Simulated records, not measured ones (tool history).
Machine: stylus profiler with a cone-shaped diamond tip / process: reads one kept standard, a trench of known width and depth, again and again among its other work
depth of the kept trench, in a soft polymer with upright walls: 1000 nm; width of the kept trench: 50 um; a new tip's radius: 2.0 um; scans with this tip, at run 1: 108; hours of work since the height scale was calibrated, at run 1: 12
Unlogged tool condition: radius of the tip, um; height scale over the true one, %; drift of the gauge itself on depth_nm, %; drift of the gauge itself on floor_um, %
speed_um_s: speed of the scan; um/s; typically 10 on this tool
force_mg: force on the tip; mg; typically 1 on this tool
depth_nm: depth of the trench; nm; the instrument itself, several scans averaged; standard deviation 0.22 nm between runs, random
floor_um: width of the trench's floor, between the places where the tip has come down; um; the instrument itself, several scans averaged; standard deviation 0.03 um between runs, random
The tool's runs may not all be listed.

run,hour,speed_um_s,force_mg,scans with this tip,hours of work since the height scale was calibrated,depth_nm,floor_um
1,0,10,1,108,12,1008.06,46.47
2,63.8,10,1,510,55,1007.48,46.33
3,113.2,20,1,822,89,1006.99,46.24
4,193,20,1,1325,144,1007.32,46.11
5,239.1,10,1,1616,176,1006.94,46.1
6,324.6,11,1,2156,234,1006.56,45.98
7,367.6,10,1,2427,264,1006.19,45.82
8,439.7,10,1.18,2882,313,1006.92,45.81
9,517.9,10,1.18,3375,367,1006.32,45.68
10,597.1,10,1.18,3875,421,1006.08,45.53
11,650.5,10,1,4211,458,1005.48,45.51
12,727.8,10,1,4699,511,1005.37,45.4
13,770.5,10,1,4969,540,1005.06,45.3
14,813,10,1,5237,569,1004.74,45.32
15,871.8,10,1,5608,609,1005.02,45.21
16,923.2,10,0.34,5932,645,1000.58,45.12
17,965.5,10,0.34,6199,674,1000.78,45.03
18,1013.4,10,0.34,6501,706,1000.77,45
# hour 1021.2: height scale calibrated on a step standard
19,1082.2,10,0.81,6932,42,1002.42,44.94
20,1122.2,3,0.81,7184,69,1001.86,44.9
21,1158.7,15,0.81,7415,94,1001.73,44.85
# hour 1213.2: height scale calibrated on a step standard, once more
22,1243.2,15,0.81,7945,21,1006.53,44.76
23,1321,15,0.52,8436,74,1004.89,44.56
24,1395.5,14,2.66,8906,125,1014.31,44.59
25,1456.1,13,2.68,9288,167,1014.25,44.54
26,1511.7,5,1.74,9639,205,1010.32,44.48
27,1573.6,5,1.74,10029,247,1010.08,44.43
28,1656.8,5,1.74,10554,304,1010.11,44.37
29,1735.4,7,0.35,11050,358,1002.71,44.23
30,1808.5,7,0.35,11511,408,1001.75,44.13
31,1895.5,27,2.82,12060,468,1012.93,44.02
32,1976.2,4,2.93,12569,523,1012.72,44.02
33,2024.2,36,0.71,12872,556,1004.1,43.78
# hour 2041.6: new tip fitted, height scale calibrated
34,2085.1,10,1.07,274,30,1007.46,46.46
35,2172.9,29,0.66,828,90,1004.94,46.16
36,2236.1,29,0.66,1227,133,1004.32,46.01
37,2303.8,2,0.44,1654,180,1002.5,46.14
38,2347.8,10,2.38,1931,210,1011.82,46.02
39,2430.5,25,0.6,2453,267,1003.65,45.72
40,2498.6,25,2.06,2883,313,1010.17,45.75
41,2553.7,3,2.24,3230,351,1010.18,45.8
42,2626.8,10,0.86,3692,401,1004.08,45.56
43,2705.2,11,2.95,4186,455,1012.44,45.53
44,2750.8,36,1.03,4474,486,1004.58,45.28
45,2808.9,8,2.57,4841,526,1011.37,45.4

5 options for the next run, each taken on its own from the tool as it stands now. Forecast them:
A,2877.4,5,1.13,5273,573,?,?
B,2877.4,28,2.55,5273,573,?,?
C,2877.4,3,2.57,5273,573,?,?
D,2877.4,8,1.77,5273,573,?,?
E,2877.4,15,2.86,5273,573,?,?

run,depth_nm,floor_um
A,1004.64,45.3
B,1010.63,45.22
C,1010.94,45.33
D,1007.65,45.28
E,1011.78,45.26
Had the tool no hidden state, the same runs would have come out as:
run,depth_nm,floor_um
A,1007.81,46.53
B,1013.82,46.45
C,1014.13,46.57
D,1010.83,46.51
E,1014.97,46.49
